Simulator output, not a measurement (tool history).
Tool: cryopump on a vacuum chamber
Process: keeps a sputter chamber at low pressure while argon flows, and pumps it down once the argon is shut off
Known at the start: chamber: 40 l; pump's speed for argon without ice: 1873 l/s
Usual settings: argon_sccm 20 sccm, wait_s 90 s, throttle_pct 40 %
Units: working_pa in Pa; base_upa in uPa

| run | hour | argon_sccm | wait_s | throttle_pct | working_pa | base_upa |
|---|---|---|---|---|---|---|
| 1 | 0 | 20 | 90 | 40 | 0.0471 | 0.95 |
| 2 | 12.8 | 20 | 90 | 40 | 0.0467 | 0.97 |
| 3 | 21.6 | 20 | 41 | 40 | 0.0468 | 1.39 |
| 4 | 33.3 | 37 | 90 | 40 | 0.0862 | 0.97 |
| 5 | 42 | 37 | 90 | 40 | 0.0863 | 0.97 |
| 6 | 59.7 | 37 | 90 | 40 | 0.0869 | 0.99 |
| 7 | 74.7 | 31 | 90 | 40 | 0.0725 | 0.99 |
| 8 | 87.3 | 31 | 90 | 40 | 0.0727 | 0.97 |
| 9 | 97 | 20 | 90 | 24 | 0.077 | 1.03 |
| 10 | 106 | 20 | 90 | 24 | 0.0775 | 1 |
| 11 | 113.9 | 20 | 104 | 40 | 0.0475 | 0.96 |
| 12 | 128.1 | 20 | 104 | 22 | 0.0837 | 0.95 |
| 13 | 135.6 | 20 | 104 | 22 | 0.0834 | 0.97 |
| 14 | 147.5 | 20 | 104 | 22 | 0.0841 | 0.99 |
| 15 | 160.3 | 20 | 104 | 22 | 0.0841 | 1.01 |
| 16 | 167.9 | 20 | 104 | 22 | 0.0849 | 0.97 |
| 17 | 182.5 | 20 | 104 | 37 | 0.0514 | 1.02 |
| 18 | 190.2 | 20 | 104 | 37 | 0.0508 | 1.03 |
| 19 | 198.2 | 9 | 62 | 27 | 0.031 | 1.2 |
| 20 | 213.9 | 9 | 62 | 27 | 0.0305 | 1.26 |
| 21 | 222.2 | 20 | 144 | 43 | 0.0449 | 0.95 |
| 22 | 235.1 | 20 | 53 | 40 | 0.0475 | 1.33 |
|  | 242 | leaking fittings of the chamber tightened, without venting |
| 23 | 252.9 | 20 | 53 | 40 | 0.0488 | 0.72 |
| 24 | 261.4 | 20 | 53 | 40 | 0.0484 | 0.75 |
| 25 | 273 | 39 | 276 | 27 | 0.1363 | 0.34 |
| 26 | 284.1 | 20 | 55 | 42 | 0.0459 | 0.74 |
| 27 | 296.2 | 8 | 55 | 16 | 0.0465 | 0.75 |
| 28 | 314.2 | 8 | 55 | 16 | 0.0468 | 0.71 |
| 29 | 322.3 | 13 | 158 | 30 | 0.0412 | 0.39 |
| 30 | 334.3 | 13 | 158 | 30 | 0.0414 | 0.43 |
| 31 | 349.5 | 12 | 90 | 26 | 0.0439 | 0.56 |
| 32 | 363.9 | 28 | 210 | 45 | 0.0604 | 0.39 |
| 33 | 380.1 | 28 | 43 | 18 | 0.1446 | 0.95 |

The same runs without the tool's hidden state, with the same run-to-run variation:
The hidden state here: pump's speed, % of a pump's without ice; cold plate's temperature, K; leak into the chamber, uPa l/s; drift of the gauge itself on working_pa, %; drift of the gauge itself on base_upa, %.
| run | working_pa | base_upa |
|---|---|---|
| 1 | 0.0455 | 0.51 |
| 2 | 0.045 | 0.51 |
| 3 | 0.0451 | 0.92 |
| 4 | 0.083 | 0.5 |
| 5 | 0.083 | 0.5 |
| 6 | 0.0835 | 0.5 |
| 7 | 0.0696 | 0.49 |
| 8 | 0.0697 | 0.48 |
| 9 | 0.075 | 0.53 |
| 10 | 0.0754 | 0.5 |
| 11 | 0.0454 | 0.46 |
| 12 | 0.0816 | 0.45 |
| 13 | 0.0813 | 0.46 |
| 14 | 0.082 | 0.46 |
| 15 | 0.0819 | 0.48 |
| 16 | 0.0827 | 0.45 |
| 17 | 0.0491 | 0.48 |
| 18 | 0.0485 | 0.49 |
| 19 | 0.0299 | 0.65 |
| 20 | 0.0294 | 0.71 |
| 21 | 0.0425 | 0.4 |
| 22 | 0.045 | 0.76 |
| 23 | 0.0462 | 0.69 |
| 24 | 0.0457 | 0.72 |
| 25 | 0.1311 | 0.31 |
| 26 | 0.0431 | 0.7 |
| 27 | 0.0454 | 0.71 |
| 28 | 0.0456 | 0.67 |
| 29 | 0.0393 | 0.33 |
| 30 | 0.0395 | 0.38 |
| 31 | 0.0421 | 0.51 |
| 32 | 0.0561 | 0.32 |
| 33 | 0.1402 | 0.88 |
